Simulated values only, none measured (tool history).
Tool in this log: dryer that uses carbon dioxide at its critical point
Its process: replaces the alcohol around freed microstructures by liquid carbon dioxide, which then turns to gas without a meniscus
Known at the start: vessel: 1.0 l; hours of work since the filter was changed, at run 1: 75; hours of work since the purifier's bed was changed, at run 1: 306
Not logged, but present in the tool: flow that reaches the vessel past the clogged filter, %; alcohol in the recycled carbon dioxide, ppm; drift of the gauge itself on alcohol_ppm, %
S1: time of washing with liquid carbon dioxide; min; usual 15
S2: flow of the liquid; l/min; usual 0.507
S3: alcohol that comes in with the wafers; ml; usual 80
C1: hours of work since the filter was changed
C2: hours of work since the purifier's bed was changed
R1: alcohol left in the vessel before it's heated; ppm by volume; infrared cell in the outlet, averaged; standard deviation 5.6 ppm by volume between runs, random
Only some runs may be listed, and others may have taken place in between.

run	hour	S1	S2	S3	C1	C2	R1
1	0	15	0.507	80	75	306	235
2	17.2	15	0.507	80	82	313	244
3	35.5	15	0.839	80	90	321	24
4	49.1	15	0.839	80	96	327	40
5	58.4	15	0.839	21	100	331	35
6	68	15	0.839	21	105	335	29
7	81.9	15	0.839	21	111	341	30
8	98	15	0.53	80	118	348	218
9	110	15	0.53	80	123	354	227
10	120.3	15	0.53	80	128	358	225
11	134.4	15	0.53	80	134	364	223
12	143.2	15	0.486	80	138	368	348
13	163.5	15	0.507	80	146	377	300
14	173.5	15	0.507	80	151	381	297
15	191.3	15	0.507	80	159	389	307
16	204.4	15	0.507	80	164	395	324
17	214.4	15	0.507	80	169	399	322
18	226.4	15	0.507	92	174	405	382
19	241	15	0.507	92	180	411	381
20	258.7	15	0.507	92	188	419	394
21	277.9	15	0.507	92	197	427	390
22	293	15	0.507	62	203	434	288

The next listed run, before its measurement:
23	311.8	15	0.507	62	211	442	?

R1: 294 ppm by volume
With the hidden condition absent and the run-to-run variation left alone, this run would have shown R1 133 ppm by volume.
